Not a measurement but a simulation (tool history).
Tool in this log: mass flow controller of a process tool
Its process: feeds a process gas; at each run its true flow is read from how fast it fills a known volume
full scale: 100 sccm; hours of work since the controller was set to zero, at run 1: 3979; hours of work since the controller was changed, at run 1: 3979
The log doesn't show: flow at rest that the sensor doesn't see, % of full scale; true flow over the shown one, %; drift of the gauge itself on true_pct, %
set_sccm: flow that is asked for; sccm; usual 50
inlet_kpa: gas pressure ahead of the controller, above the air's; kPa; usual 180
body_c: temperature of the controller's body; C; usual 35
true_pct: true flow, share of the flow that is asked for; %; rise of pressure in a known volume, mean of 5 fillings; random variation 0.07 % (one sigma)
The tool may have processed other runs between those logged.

run,hour,set_sccm,inlet_kpa,body_c,hours of work since the controller was set to zero,hours of work since the controller was changed,true_pct
1,0.0,50,180,35,3979,3979,96.68
# hour 191.6: controller's zero set anew
2,191.6,50,142,35,0,4111,98.79
3,370.7,50,142,35,124,4234,98.67
4,643.4,50,180,22,312,4422,97.94
5,992.7,50,180,35,552,4663,98.30
6,1264.8,50,180,35,740,4851,98.17
7,1528.9,50,180,34,922,5033,98.06
8,1861.7,50,180,35,1152,5262,97.91
9,2244.4,50,180,35,1416,5526,97.77
10,2509.3,50,180,35,1598,5709,97.67
11,2806.1,50,180,35,1803,5914,97.49
12,3031.1,50,180,28,1958,6069,97.14
13,3426.5,12,180,29,2231,6341,92.89
14,3813.4,23,144,29,2498,6608,95.12
15,4222.3,23,144,29,2780,6890,94.72
16,4388.7,34,187,25,2894,7005,95.69
17,4718.8,16,247,25,3122,7233,92.36
18,5086.9,36,247,27,3376,7486,95.22
19,5252.1,36,153,36,3490,7600,95.74
20,5483.8,79,155,36,3650,7760,98.08
21,5684.9,79,155,36,3788,7899,97.97

Alternative continuations, all from the tool just after run 21; predict every row:
A,5881.0,13,155,38,3924,8034,?
B,5881.0,22,155,31,3924,8034,?
C,5881.0,56,180,23,3924,8034,?

run,true_pct
A,90.72
B,93.47
C,96.30
The same runs, with their run-to-run variation unchanged, on a tool lacking any hidden condition would have given:
run,true_pct
A,98.45
B,98.46
C,98.87
